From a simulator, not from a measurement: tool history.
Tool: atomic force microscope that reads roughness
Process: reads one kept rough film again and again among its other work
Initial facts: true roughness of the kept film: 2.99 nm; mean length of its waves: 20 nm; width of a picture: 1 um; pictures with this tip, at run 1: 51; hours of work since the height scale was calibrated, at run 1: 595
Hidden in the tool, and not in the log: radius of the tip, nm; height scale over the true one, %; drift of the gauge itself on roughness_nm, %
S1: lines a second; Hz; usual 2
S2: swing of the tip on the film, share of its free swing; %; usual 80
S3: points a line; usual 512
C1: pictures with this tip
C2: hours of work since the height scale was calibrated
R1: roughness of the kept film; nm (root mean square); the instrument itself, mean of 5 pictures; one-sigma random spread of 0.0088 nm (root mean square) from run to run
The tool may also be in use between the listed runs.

run 1 hour=0 | S1=2 S2=80 S3=512 | C1=51 C2=595 | R1=1.959
run 2 hour=59.2 | S1=3.51 S2=80 S3=512 | C1=114 C2=632 | R1=1.745
run 3 hour=106.9 | S1=1.41 S2=80 S3=512 | C1=165 C2=662 | R1=2.042
run 4 hour=163.3 | S1=2.51 S2=80 S3=512 | C1=226 C2=697 | R1=1.864
-- hour=193.5 new tip fitted
run 5 hour=201.7 | S1=2 S2=80 S3=1008 | C1=9 C2=720 | R1=1.95
run 6 hour=265.1 | S1=2 S2=80 S3=1008 | C1=77 C2=760 | R1=1.951
run 7 hour=324.3 | S1=2 S2=80 S3=1008 | C1=140 C2=796 | R1=1.959
run 8 hour=368.5 | S1=2 S2=80 S3=512 | C1=188 C2=824 | R1=1.941
-- hour=430.6 new tip fitted
run 9 hour=434.4 | S1=2 S2=80 S3=268 | C1=4 C2=865 | R1=1.894
run 10 hour=467.9 | S1=2 S2=80 S3=268 | C1=40 C2=885 | R1=1.885
run 11 hour=498.1 | S1=2 S2=62 S3=512 | C1=72 C2=904 | R1=2.152
run 12 hour=536.7 | S1=2 S2=80 S3=869 | C1=113 C2=928 | R1=1.945
run 13 hour=568 | S1=2 S2=80 S3=869 | C1=147 C2=948 | R1=1.933
run 14 hour=609.6 | S1=2 S2=80 S3=869 | C1=192 C2=973 | R1=1.944
run 15 hour=651.3 | S1=2 S2=80 S3=869 | C1=236 C2=999 | R1=1.94
-- hour=669 new tip fitted
run 16 hour=682.3 | S1=2 S2=80 S3=869 | C1=14 C2=1018 | R1=1.948
run 17 hour=743.6 | S1=2 S2=80 S3=869 | C1=80 C2=1056 | R1=1.951
run 18 hour=789.4 | S1=1.04 S2=75 S3=639 | C1=129 C2=1085 | R1=2.137
run 19 hour=852.5 | S1=1.86 S2=75 S3=382 | C1=197 C2=1124 | R1=2.013
run 20 hour=902.5 | S1=1.75 S2=57 S3=336 | C1=250 C2=1155 | R1=2.146
-- hour=909 new tip fitted
run 21 hour=956.1 | S1=1.75 S2=57 S3=336 | C1=50 C2=1188 | R1=2.148
run 22 hour=987.3 | S1=0.85 S2=71 S3=424 | C1=84 C2=1208 | R1=2.157
run 23 hour=1033.9 | S1=1.06 S2=88 S3=344 | C1=134 C2=1237 | R1=1.986
run 24 hour=1061.8 | S1=2 S2=80 S3=922 | C1=164 C2=1254 | R1=1.955
run 25 hour=1122.8 | S1=1.47 S2=80 S3=405 | C1=229 C2=1292 | R1=2.004
-- hour=1148 new tip fitted
run 26 hour=1180.3 | S1=1.47 S2=80 S3=405 | C1=34 C2=1327 | R1=2.011
run 27 hour=1233.9 | S1=1.47 S2=80 S3=405 | C1=92 C2=1361 | R1=2.012
run 28 hour=1270.7 | S1=2 S2=72 S3=274 | C1=131 C2=1384 | R1=1.981
run 29 hour=1331.1 | S1=2 S2=72 S3=274 | C1=196 C2=1421 | R1=2.004
run 30 hour=1363.7 | S1=2 S2=57 S3=274 | C1=231 C2=1441 | R1=2.133
-- hour=1387.9 new tip fitted
run 31 hour=1423.2 | S1=2 S2=57 S3=274 | C1=37 C2=1478 | R1=2.142

Entry by entry between the runs, the difference in hidden state between the last listed run before and the first listed run after:
After run 4, before run 5: new tip fitted (hour 193.5)
  radius of the tip, nm: 10.2 -> 10
  measured minus no-state result, R1: -0.008 -> +0 nm (root mean square)
After run 8, before run 9: new tip fitted (hour 430.6)
  radius of the tip, nm: 10.1 -> 10
  measured minus no-state result, R1: -0.006 -> +0 nm (root mean square)
After run 15, before run 16: new tip fitted (hour 669)
  radius of the tip, nm: 10.2 -> 10
  measured minus no-state result, R1: -0.008 -> -0.001 nm (root mean square)
After run 20, before run 21: new tip fitted (hour 909)
  radius of the tip, nm: 10.2 -> 10
  measured minus no-state result, R1: -0.009 -> -0.001 nm (root mean square)
After run 25, before run 26: new tip fitted (hour 1148)
  radius of the tip, nm: 10.2 -> 10
  measured minus no-state result, R1: -0.008 -> -0.001 nm (root mean square)
After run 30, before run 31: new tip fitted (hour 1387.9)
  radius of the tip, nm: 10.2 -> 10
  measured minus no-state result, R1: -0.009 -> -0.001 nm (root mean square)

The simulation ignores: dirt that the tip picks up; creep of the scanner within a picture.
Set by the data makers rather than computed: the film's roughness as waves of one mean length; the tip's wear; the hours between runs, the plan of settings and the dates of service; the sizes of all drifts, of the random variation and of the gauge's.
